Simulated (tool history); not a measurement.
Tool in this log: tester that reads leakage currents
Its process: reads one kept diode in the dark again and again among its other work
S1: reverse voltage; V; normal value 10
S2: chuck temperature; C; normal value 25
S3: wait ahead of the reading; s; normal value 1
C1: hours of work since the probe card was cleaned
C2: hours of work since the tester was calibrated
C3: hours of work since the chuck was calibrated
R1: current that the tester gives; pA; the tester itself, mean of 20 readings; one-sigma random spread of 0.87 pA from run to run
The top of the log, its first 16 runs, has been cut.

run	hour	S1	S2	S3	C1	C2	C3	R1
17	327.7	16.9	25	1	861	1144	499	394.27
18	354.7	8.6	24	1.79	876	1159	514	253.94
19	374.5	3.8	34	1	886	1170	525	334.05
20	404.2	1.1	37	0.76	903	1186	541	211.31
21	426.4	1.1	37	0.76	915	1198	554	211.45
22	453	6.6	34	3.75	930	1213	568	449.23
23	479.9	3	46	8.02	945	1228	583	648.79
# hour 483.9: tester calibrated
24	507.2	2.5	24	8.02	958	13	597	134.3
25	538.8	2.5	24	8.02	976	30	614	134.16
26	562.3	2.5	24	8.02	989	43	627	133.85
# hour 566.8: tester calibrated, once more
27	592.8	2.5	24	8.02	1005	14	643	132.12
28	615.7	10.8	53	2.68	1017	27	656	1951.88
29	642.7	1.7	29	1	1032	42	671	154.19
30	663.2	1.7	24	1	1043	53	682	107.9
31	680.3	6.9	24	0.47	1053	63	691	228.7
32	708.3	6.9	60	5.65	1068	78	707	2337.67
33	730.8	6.9	40	3.78	1081	90	719	683.98
34	753.7	10	20	1.32	1093	103	732	207.97

Forecast each of these 3 alternatives for the next run:
A	786.6	2.6	29	0.71	1111	121	750	?
B	786.6	2.6	24	6.17	1111	121	750	?
C	786.6	7.4	28	1.33	1111	121	750	?

run	R1
A	193.25
B	135.18
C	313.57
The same runs, with their run-to-run variation unchanged, on a tool lacking any hidden condition would have given:
run	R1
A	188.13
B	131.38
C	304.82

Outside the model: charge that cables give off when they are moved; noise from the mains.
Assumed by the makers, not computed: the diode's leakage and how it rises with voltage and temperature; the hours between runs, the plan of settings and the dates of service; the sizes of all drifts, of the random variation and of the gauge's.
